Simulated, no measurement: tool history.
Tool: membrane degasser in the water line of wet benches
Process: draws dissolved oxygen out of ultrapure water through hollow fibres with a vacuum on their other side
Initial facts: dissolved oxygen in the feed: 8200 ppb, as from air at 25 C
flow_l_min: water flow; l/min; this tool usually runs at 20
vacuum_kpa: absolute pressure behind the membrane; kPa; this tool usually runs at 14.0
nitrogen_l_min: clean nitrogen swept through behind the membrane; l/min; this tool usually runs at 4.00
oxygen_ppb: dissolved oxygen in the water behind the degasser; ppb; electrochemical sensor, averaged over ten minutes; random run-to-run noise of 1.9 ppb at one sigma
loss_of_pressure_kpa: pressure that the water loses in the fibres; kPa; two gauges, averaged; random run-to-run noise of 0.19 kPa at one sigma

run    hour  flow_l_min  vacuum_kpa  nitrogen_l_min  oxygen_ppb  loss_of_pressure_kpa
  1     0.0          20        14.0            4.00       224.9                 41.94
  2   170.0          20        14.0            4.00       228.5                 42.14
      287.7  -- seals of the vacuum lines changed
  3   487.2          20        14.0            4.00       227.8                 42.21
  4   777.1          20        14.0            4.00       228.6                 42.40
     1010.5  -- vacuum gauge calibrated
  5  1068.3          20        14.0            4.00       230.9                 42.63
  6  1243.4          20        14.0            4.00       234.9                 42.46
  7  1591.5          20        14.0            4.00       234.4                 42.59
  8  1938.9          20        14.0            4.00       237.9                 43.01
  9  2217.6          20        14.0            4.00       237.1                 43.02
 10  2549.0          20        14.0            4.00       240.2                 43.12
     2761.5  -- vacuum gauge calibrated, once more
 11  2894.5          20        14.0            4.00       235.2                 43.32
 12  3235.3          20        14.0            4.00       238.1                 43.22
 13  3580.7          15        14.0            4.00       173.0                 32.58
 14  3925.3          15        14.0            4.00       172.7                 32.90
 15  4143.1          26        14.0            4.00       323.2                 56.98
 16  4383.2          26        27.2            7.70       351.3                 56.95
 17  4691.8          14        12.7           11.41        99.9                 30.88
     4856.4  -- membrane cartridge changed
 18  4931.5          14        12.7           11.41        66.5                 27.33
 19  5115.0          14        12.7           11.41        65.4                 27.29
     5280.5  -- seals of the vacuum lines changed
 20  5423.5          14        12.7           11.41        65.5                 27.04
 21  5626.0          13        24.8            2.57       287.7                 25.36
 22  5796.6          17         8.6            4.00       109.3                 33.07
 23  6061.0          16        14.0            4.00       155.0                 31.33
 24  6348.2          18        31.6            4.00       355.8                 35.45
 25  6574.1          16        10.3            3.10       143.0                 31.39
 26  6830.7          16        15.5            5.52       138.8                 31.46
 27  7132.0          20        17.9            4.00       249.2                 39.32
 28  7494.4          20        13.3            1.82       328.4                 39.90
 29  7724.9          16        29.5            1.91       556.2                 31.90

Below are 3 alternative next runs, each starting from the tool's condition after run 29. Predict each:
     8003.4  -- vacuum gauge calibrated
  A  8058.9          16        13.7            1.91           ?                     ?
     8003.4  -- vacuum gauge calibrated
  B  8058.9          16        19.0            4.43           ?                     ?
     8003.4  -- vacuum gauge calibrated
  C  8058.9          20        19.4            5.64           ?                     ?

run  oxygen_ppb  loss_of_pressure_kpa
  A       261.6                 32.19
  B       189.7                 31.70
  C       213.4                 39.70
Had the tool no hidden state, the same runs would have come out as:
run  oxygen_ppb  loss_of_pressure_kpa
  A       251.0                 31.21
  B       180.0                 30.73
  C       201.6                 38.49
